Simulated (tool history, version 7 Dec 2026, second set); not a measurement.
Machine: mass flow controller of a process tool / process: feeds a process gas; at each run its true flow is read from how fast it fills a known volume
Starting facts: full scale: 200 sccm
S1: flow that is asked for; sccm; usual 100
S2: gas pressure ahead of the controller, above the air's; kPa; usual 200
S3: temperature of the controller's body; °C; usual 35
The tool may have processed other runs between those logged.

run 1 day=0.000 | S1=100 S2=200 S3=35 | true_flow_(%)=100.57
run 2 day=22.575 | S1=100 S2=200 S3=35 | true_flow_(%)=100.66
run 3 day=35.038 | S1=26 S2=200 S3=35 | true_flow_(%)=98.79
run 4 day=56.292 | S1=100 S2=200 S3=35 | true_flow_(%)=100.39
run 5 day=67.488 | S1=100 S2=200 S3=40 | true_flow_(%)=100.66
run 6 day=89.146 | S1=100 S2=165 S3=40 | true_flow_(%)=100.42
run 7 day=106.179 | S1=100 S2=200 S3=35 | true_flow_(%)=100.36
-- day=108.267 controller's zero set anew
-- day=117.854 controller exchanged for a calibrated one
run 8 day=124.500 | S1=100 S2=200 S3=35 | true_flow_(%)=99.41
run 9 day=143.883 | S1=100 S2=200 S3=35 | true_flow_(%)=99.30
run 10 day=160.542 | S1=100 S2=200 S3=35 | true_flow_(%)=99.28
-- day=167.204 controller's zero set anew, once more
run 11 day=174.171 | S1=100 S2=200 S3=35 | true_flow_(%)=99.33
run 12 day=190.767 | S1=100 S2=200 S3=35 | true_flow_(%)=99.35
run 13 day=209.729 | S1=100 S2=200 S3=28 | true_flow_(%)=98.97
run 14 day=226.667 | S1=100 S2=200 S3=28 | true_flow_(%)=98.94
run 15 day=237.500 | S1=100 S2=200 S3=38 | true_flow_(%)=99.49
run 16 day=256.875 | S1=100 S2=200 S3=38 | true_flow_(%)=99.40
run 17 day=272.008 | S1=56 S2=200 S3=38 | true_flow_(%)=98.66
run 18 day=290.746 | S1=86 S2=247 S3=23 | true_flow_(%)=98.79
run 19 day=300.996 | S1=25 S2=188 S3=34 | true_flow_(%)=96.60
run 20 day=315.892 | S1=25 S2=188 S3=34 | true_flow_(%)=96.38
run 21 day=333.712 | S1=25 S2=188 S3=34 | true_flow_(%)=96.15

Below are 4 alternative next runs, each starting from the tool's condition after run 21. Predict each:
run A day=355.471 | S1=100 S2=212 S3=26 | true_flow_(%)=?
run B day=355.471 | S1=100 S2=217 S3=22 | true_flow_(%)=?
run C day=355.471 | S1=30 S2=141 S3=20 | true_flow_(%)=?
run D day=355.471 | S1=41 S2=158 S3=24 | true_flow_(%)=?

run=A true_flow_(%)=98.76
run=B true_flow_(%)=98.56
run=C true_flow_(%)=95.41
run=D true_flow_(%)=96.49
What these runs would have given with no unlogged condition in the tool:
run=A true_flow_(%)=99.22
run=B true_flow_(%)=99.01
run=C true_flow_(%)=97.65
run=D true_flow_(%)=98.05
